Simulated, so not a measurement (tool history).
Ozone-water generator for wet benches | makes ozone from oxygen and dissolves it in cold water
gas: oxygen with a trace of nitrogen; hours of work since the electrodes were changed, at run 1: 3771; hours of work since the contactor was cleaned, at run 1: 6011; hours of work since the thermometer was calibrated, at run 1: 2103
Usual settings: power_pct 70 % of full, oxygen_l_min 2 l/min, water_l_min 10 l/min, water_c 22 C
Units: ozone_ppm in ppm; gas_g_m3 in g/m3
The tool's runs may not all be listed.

| run | hour | power_pct | oxygen_l_min | water_l_min | water_c | hours of work since the electrodes were changed | hours of work since the contactor was cleaned | hours of work since the thermometer was calibrated | ozone_ppm | gas_g_m3 |
|---|---|---|---|---|---|---|---|---|---|---|
| 1 | 0 | 70 | 2 | 10 | 22 | 3771 | 6011 | 2103 | 22.2 | 253.5 |
| 2 | 126.6 | 70 | 2 | 12 | 22 | 3851 | 6090 | 2183 | 19.1 | 253.5 |
| 3 | 203.7 | 70 | 2 | 10 | 30 | 3899 | 6139 | 2231 | 19.7 | 255.3 |
| 4 | 307.3 | 70 | 2 | 10 | 30 | 3964 | 6204 | 2296 | 20 | 252.7 |
| 5 | 417.4 | 70 | 2 | 10 | 30 | 4033 | 6273 | 2365 | 20.2 | 252.6 |
| 6 | 542.4 | 70 | 2 | 10 | 30 | 4111 | 6351 | 2443 | 20 | 257 |
| 7 | 696.8 | 53 | 2 | 10 | 22 | 4208 | 6448 | 2540 | 17.6 | 200.7 |
| 8 | 786.3 | 53 | 2 | 10 | 22 | 4264 | 6504 | 2596 | 17.7 | 201.4 |
| 9 | 936.3 | 53 | 2 | 10 | 22 | 4358 | 6598 | 2690 | 17.8 | 202.8 |
| 10 | 1017.8 | 53 | 2 | 10 | 22 | 4409 | 6649 | 2741 | 17.6 | 201.5 |
| 11 | 1145.2 | 53 | 2 | 10 | 22 | 4489 | 6729 | 2821 | 17.5 | 201 |
| 12 | 1288.6 | 53 | 2.81 | 10 | 22 | 4579 | 6819 | 2911 | 17.5 | 164.1 |
| 13 | 1444 | 53 | 2.81 | 10 | 22 | 4676 | 6916 | 3008 | 17.5 | 166.6 |
| 14 | 1569.2 | 70 | 2 | 10 | 22 | 4755 | 6995 | 3087 | 22.3 | 253.4 |
| 15 | 1655.4 | 70 | 2 | 10 | 22 | 4809 | 7049 | 3141 | 22.4 | 256.3 |
|  | 1683 | water thermometer calibrated |
| 16 | 1807.8 | 80 | 2 | 13 | 22 | 4904 | 7144 | 78 | 19.8 | 290 |
| 17 | 1939.5 | 70 | 2 | 10 | 17 | 4987 | 7226 | 161 | 23.9 | 257.8 |
| 18 | 2090.3 | 65 | 1.38 | 11 | 17 | 5081 | 7321 | 255 | 20.2 | 299.6 |
| 19 | 2193.5 | 65 | 1.38 | 11 | 17 | 5146 | 7386 | 320 | 19.7 | 298.7 |
| 20 | 2335.7 | 55 | 3.2 | 11 | 17 | 5235 | 7475 | 409 | 17.8 | 159.1 |
| 21 | 2418 | 86 | 3.2 | 6 | 17 | 5287 | 7526 | 461 | 39.7 | 230.2 |
| 22 | 2547.7 | 86 | 3.06 | 6 | 16 | 5368 | 7608 | 542 | 41 | 238.7 |
| 23 | 2708.8 | 82 | 2 | 10 | 22 | 5469 | 7709 | 643 | 25.9 | 294.7 |
| 24 | 2804.9 | 70 | 2 | 10 | 22 | 5529 | 7769 | 703 | 22.1 | 256.9 |
| 25 | 2951.8 | 70 | 2 | 10 | 22 | 5621 | 7861 | 795 | 22.3 | 258.1 |
| 26 | 3079.4 | 52 | 2 | 9 | 22 | 5701 | 7941 | 875 | 19.1 | 201.1 |
| 27 | 3180.5 | 70 | 2 | 8 | 25 | 5764 | 8004 | 939 | 26 | 259.9 |
| 28 | 3332.7 | 70 | 2 | 8 | 25 | 5860 | 8100 | 1034 | 25.6 | 256.4 |
| 29 | 3435.5 | 70 | 2 | 8 | 25 | 5924 | 8164 | 1098 | 25.7 | 261.1 |
| 30 | 3569.8 | 73 | 2 | 10 | 16 | 6008 | 8248 | 1183 | 24.9 | 268.6 |

Forecast each of these 4 alternatives for the next run:
| A | 3653.4 | 78 | 1.74 | 10 | 17 | 6061 | 8301 | 1235 | ? | ? |
| B | 3653.4 | 73 | 2 | 6 | 16 | 6061 | 8301 | 1235 | ? | ? |
| C | 3653.4 | 50 | 2 | 10 | 14 | 6061 | 8301 | 1235 | ? | ? |
| D | 3653.4 | 70 | 1.83 | 15 | 22 | 6061 | 8301 | 1235 | ? | ? |

| run | ozone_ppm | gas_g_m3 |
|---|---|---|
| A | 25.6 | 309.5 |
| B | 38 | 268.9 |
| C | 18.5 | 192.9 |
| D | 15.1 | 275.1 |
Without the tool's hidden state the same runs would have given:
| run | ozone_ppm | gas_g_m3 |
|---|---|---|
| A | 25.6 | 303.3 |
| B | 38 | 263.5 |
| C | 18.5 | 189 |
| D | 15.1 | 269.6 |
